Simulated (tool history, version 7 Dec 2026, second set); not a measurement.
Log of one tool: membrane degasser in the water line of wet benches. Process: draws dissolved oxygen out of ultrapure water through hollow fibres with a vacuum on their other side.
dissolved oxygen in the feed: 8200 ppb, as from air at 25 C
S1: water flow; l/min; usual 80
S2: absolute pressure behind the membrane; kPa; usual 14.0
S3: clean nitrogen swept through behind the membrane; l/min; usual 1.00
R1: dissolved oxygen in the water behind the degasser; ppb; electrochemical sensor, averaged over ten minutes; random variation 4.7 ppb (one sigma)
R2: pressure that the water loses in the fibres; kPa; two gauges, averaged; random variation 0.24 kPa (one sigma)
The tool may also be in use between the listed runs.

{"run": 1, "hour": 0.0, "S1": 80, "S2": 14.0, "S3": 1.0, "R1": 1307.7, "R2": 61.04}
{"run": 2, "hour": 44.1, "S1": 80, "S2": 14.0, "S3": 0.63, "R1": 1693.8, "R2": 60.84}
{"run": 3, "hour": 83.5, "S1": 80, "S2": 14.0, "S3": 1.79, "R1": 891.9, "R2": 61.96}
{"run": 4, "hour": 142.2, "S1": 80, "S2": 14.0, "S3": 1.79, "R1": 901.9, "R2": 61.02}
{"run": 5, "hour": 174.5, "S1": 80, "S2": 14.0, "S3": 1.79, "R1": 892.0, "R2": 61.47}
{"run": 6, "hour": 230.6, "S1": 80, "S2": 14.0, "S3": 1.79, "R1": 893.3, "R2": 61.67}
{"run": 7, "hour": 262.7, "S1": 80, "S2": 14.0, "S3": 1.92, "R1": 852.0, "R2": 61.74}
{"run": 8, "hour": 308.2, "S1": 80, "S2": 14.0, "S3": 2.34, "R1": 740.5, "R2": 62.13}
{"run": 9, "hour": 343.9, "S1": 80, "S2": 14.0, "S3": 1.0, "R1": 1314.5, "R2": 61.93}
{"run": 10, "hour": 394.7, "S1": 80, "S2": 14.0, "S3": 1.0, "R1": 1316.5, "R2": 62.28}
{"hour": 403.3, "done": "vacuum gauge calibrated"}
{"run": 11, "hour": 457.1, "S1": 80, "S2": 14.0, "S3": 1.0, "R1": 1310.7, "R2": 62.38}
{"run": 12, "hour": 519.5, "S1": 80, "S2": 14.0, "S3": 1.0, "R1": 1307.9, "R2": 62.42}
{"run": 13, "hour": 561.8, "S1": 80, "S2": 14.0, "S3": 1.0, "R1": 1310.2, "R2": 62.18}
{"run": 14, "hour": 594.5, "S1": 80, "S2": 19.8, "S3": 1.0, "R1": 1875.0, "R2": 61.95}
{"hour": 615.9, "done": "gauge calibrated"}
{"run": 15, "hour": 655.0, "S1": 80, "S2": 19.8, "S3": 1.0, "R1": 1875.6, "R2": 61.09}
{"run": 16, "hour": 685.6, "S1": 80, "S2": 19.8, "S3": 1.0, "R1": 1874.5, "R2": 60.63}
{"run": 17, "hour": 728.9, "S1": 80, "S2": 14.0, "S3": 1.0, "R1": 1306.2, "R2": 61.38}
{"run": 18, "hour": 774.5, "S1": 80, "S2": 14.0, "S3": 1.0, "R1": 1301.8, "R2": 61.54}
{"run": 19, "hour": 811.0, "S1": 80, "S2": 14.0, "S3": 1.0, "R1": 1313.3, "R2": 61.55}
{"run": 20, "hour": 870.3, "S1": 80, "S2": 14.0, "S3": 1.0, "R1": 1304.4, "R2": 61.87}
{"run": 21, "hour": 917.7, "S1": 80, "S2": 14.0, "S3": 1.47, "R1": 1025.2, "R2": 61.69}
{"run": 22, "hour": 963.2, "S1": 57, "S2": 14.5, "S3": 1.47, "R1": 827.1, "R2": 44.29}
{"run": 23, "hour": 1025.7, "S1": 57, "S2": 14.5, "S3": 1.47, "R1": 821.2, "R2": 44.12}
{"run": 24, "hour": 1066.8, "S1": 57, "S2": 14.5, "S3": 1.47, "R1": 823.0, "R2": 44.09}
{"run": 25, "hour": 1128.1, "S1": 57, "S2": 14.5, "S3": 1.47, "R1": 822.7, "R2": 44.51}
{"run": 26, "hour": 1171.1, "S1": 110, "S2": 8.9, "S3": 1.47, "R1": 755.2, "R2": 85.65}
{"run": 27, "hour": 1204.1, "S1": 117, "S2": 17.1, "S3": 1.22, "R1": 1830.5, "R2": 91.41}
{"run": 28, "hour": 1240.4, "S1": 125, "S2": 14.2, "S3": 1.22, "R1": 1591.2, "R2": 97.62}
{"run": 29, "hour": 1283.2, "S1": 125, "S2": 31.9, "S3": 0.95, "R1": 3675.3, "R2": 98.58}

The next listed run, before its measurement:
{"run": 30, "hour": 1317.7, "S1": 91, "S2": 14.0, "S3": 1.64, "R1": "?", "R2": "?"}

{"run 30": {"R1": 1052.7, "R2": 71.49}}
Without the tool's hidden state the same run would have given R1 1052.7 ppb, R2 69.67 kPa.
